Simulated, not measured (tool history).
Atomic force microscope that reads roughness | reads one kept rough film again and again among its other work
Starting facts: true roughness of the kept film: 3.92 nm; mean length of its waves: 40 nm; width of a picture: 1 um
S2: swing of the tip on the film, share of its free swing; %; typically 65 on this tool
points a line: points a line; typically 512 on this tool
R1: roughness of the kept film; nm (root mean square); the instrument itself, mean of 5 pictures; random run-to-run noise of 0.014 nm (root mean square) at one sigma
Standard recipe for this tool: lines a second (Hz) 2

{"run": 1, "hour": 0.0, "lines a second (Hz)": 2, "S2": 65, "points a line": 512, "R1": 2.693}
{"run": 2, "hour": 18.9, "lines a second (Hz)": 2, "S2": 65, "points a line": 512, "R1": 3.426}
{"run": 3, "hour": 28.7, "lines a second (Hz)": 2, "S2": 65, "points a line": 512, "R1": 3.418}
{"run": 4, "hour": 37.7, "lines a second (Hz)": 2, "S2": 65, "points a line": 512, "R1": 3.386}
{"run": 5, "hour": 50.5, "lines a second (Hz)": 2, "S2": 65, "points a line": 512, "R1": 3.367}
{"run": 6, "hour": 68.5, "lines a second (Hz)": 2, "S2": 65, "points a line": 512, "R1": 3.352}
{"run": 7, "hour": 80.0, "lines a second (Hz)": 2, "S2": 83, "points a line": 512, "R1": 3.164}
{"run": 8, "hour": 96.5, "lines a second (Hz)": 2, "S2": 83, "points a line": 512, "R1": 3.136}
{"run": 9, "hour": 108.8, "lines a second (Hz)": 0.58, "S2": 83, "points a line": 512, "R1": 3.282}
{"run": 10, "hour": 126.7, "lines a second (Hz)": 0.58, "S2": 83, "points a line": 512, "R1": 3.266}
{"run": 11, "hour": 136.1, "lines a second (Hz)": 2, "S2": 65, "points a line": 296, "R1": 3.216}
{"run": 12, "hour": 145.8, "lines a second (Hz)": 2, "S2": 65, "points a line": 320, "R1": 3.219}
{"run": 13, "hour": 156.5, "lines a second (Hz)": 2, "S2": 65, "points a line": 320, "R1": 3.175}
{"run": 14, "hour": 168.0, "lines a second (Hz)": 2, "S2": 65, "points a line": 512, "R1": 3.171}
{"run": 15, "hour": 182.6, "lines a second (Hz)": 2, "S2": 65, "points a line": 512, "R1": 3.138}
{"run": 16, "hour": 197.9, "lines a second (Hz)": 2, "S2": 65, "points a line": 512, "R1": 3.129}
{"run": 17, "hour": 211.6, "lines a second (Hz)": 2, "S2": 65, "points a line": 512, "R1": 3.106}
{"run": 18, "hour": 221.5, "lines a second (Hz)": 2, "S2": 79, "points a line": 512, "R1": 2.991}
{"run": 19, "hour": 229.2, "lines a second (Hz)": 2, "S2": 79, "points a line": 512, "R1": 2.951}
{"run": 20, "hour": 246.0, "lines a second (Hz)": 2, "S2": 79, "points a line": 512, "R1": 2.924}
{"run": 21, "hour": 261.5, "lines a second (Hz)": 2, "S2": 88, "points a line": 512, "R1": 2.84}
{"run": 22, "hour": 279.7, "lines a second (Hz)": 2, "S2": 88, "points a line": 512, "R1": 2.827}
{"run": 23, "hour": 297.2, "lines a second (Hz)": 2, "S2": 65, "points a line": 512, "R1": 2.977}
{"run": 24, "hour": 306.6, "lines a second (Hz)": 2, "S2": 65, "points a line": 512, "R1": 2.981}
{"run": 25, "hour": 317.3, "lines a second (Hz)": 2, "S2": 65, "points a line": 594, "R1": 2.959}
{"run": 26, "hour": 325.1, "lines a second (Hz)": 0.69, "S2": 72, "points a line": 594, "R1": 2.98}
{"run": 27, "hour": 337.5, "lines a second (Hz)": 2.39, "S2": 60, "points a line": 594, "R1": 2.925}
{"run": 28, "hour": 346.7, "lines a second (Hz)": 2.13, "S2": 58, "points a line": 384, "R1": 2.92}
{"run": 29, "hour": 363.5, "lines a second (Hz)": 1.12, "S2": 65, "points a line": 512, "R1": 2.916}
{"run": 30, "hour": 380.2, "lines a second (Hz)": 1.12, "S2": 65, "points a line": 512, "R1": 2.921}
{"run": 31, "hour": 394.1, "lines a second (Hz)": 2, "S2": 75, "points a line": 400, "R1": 2.797}
{"run": 32, "hour": 408.9, "lines a second (Hz)": 0.53, "S2": 74, "points a line": 400, "R1": 2.861}
{"run": 33, "hour": 420.0, "lines a second (Hz)": 2, "S2": 80, "points a line": 848, "R1": 2.721}
{"run": 34, "hour": 437.1, "lines a second (Hz)": 2, "S2": 80, "points a line": 848, "R1": 2.702}
{"run": 35, "hour": 451.6, "lines a second (Hz)": 2, "S2": 80, "points a line": 848, "R1": 2.668}
{"run": 36, "hour": 460.6, "lines a second (Hz)": 2, "S2": 80, "points a line": 848, "R1": 2.67}
{"run": 37, "hour": 470.0, "lines a second (Hz)": 2, "S2": 80, "points a line": 848, "R1": 2.653}
{"run": 38, "hour": 481.7, "lines a second (Hz)": 2, "S2": 80, "points a line": 848, "R1": 2.662}
{"run": 39, "hour": 497.5, "lines a second (Hz)": 0.99, "S2": 69, "points a line": 512, "R1": 2.737}
{"run": 40, "hour": 508.9, "lines a second (Hz)": 0.99, "S2": 69, "points a line": 512, "R1": 2.732}
{"run": 41, "hour": 525.3, "lines a second (Hz)": 0.99, "S2": 69, "points a line": 512, "R1": 2.715}
{"run": 42, "hour": 536.8, "lines a second (Hz)": 3.02, "S2": 65, "points a line": 512, "R1": 2.657}
{"run": 43, "hour": 548.8, "lines a second (Hz)": 1.08, "S2": 62, "points a line": 366, "R1": 3.463}
{"run": 44, "hour": 558.4, "lines a second (Hz)": 2.7, "S2": 65, "points a line": 512, "R1": 3.367}
{"run": 45, "hour": 570.0, "lines a second (Hz)": 2, "S2": 72, "points a line": 512, "R1": 3.338}
{"run": 46, "hour": 583.3, "lines a second (Hz)": 0.71, "S2": 70, "points a line": 512, "R1": 3.4}
{"run": 47, "hour": 599.2, "lines a second (Hz)": 0.71, "S2": 70, "points a line": 512, "R1": 3.39}
{"run": 48, "hour": 615.7, "lines a second (Hz)": 0.56, "S2": 77, "points a line": 512, "R1": 3.375}

Withheld: 2 entries from between the runs. Position of each, and hidden state at the listed run before versus the listed run after:
Logged between run 1 and run 2: new tip fitted (hour 4.1)
  radius of the tip, nm: 42.8 -> 11.2
  measured minus no-state result, R1: -0.777 -> -0.036 nm (root mean square)
Logged between run 42 and run 43: new tip fitted (hour 538.9)
  radius of the tip, nm: 43.3 -> 11.2
  measured minus no-state result, R1: -0.784 -> -0.039 nm (root mean square)
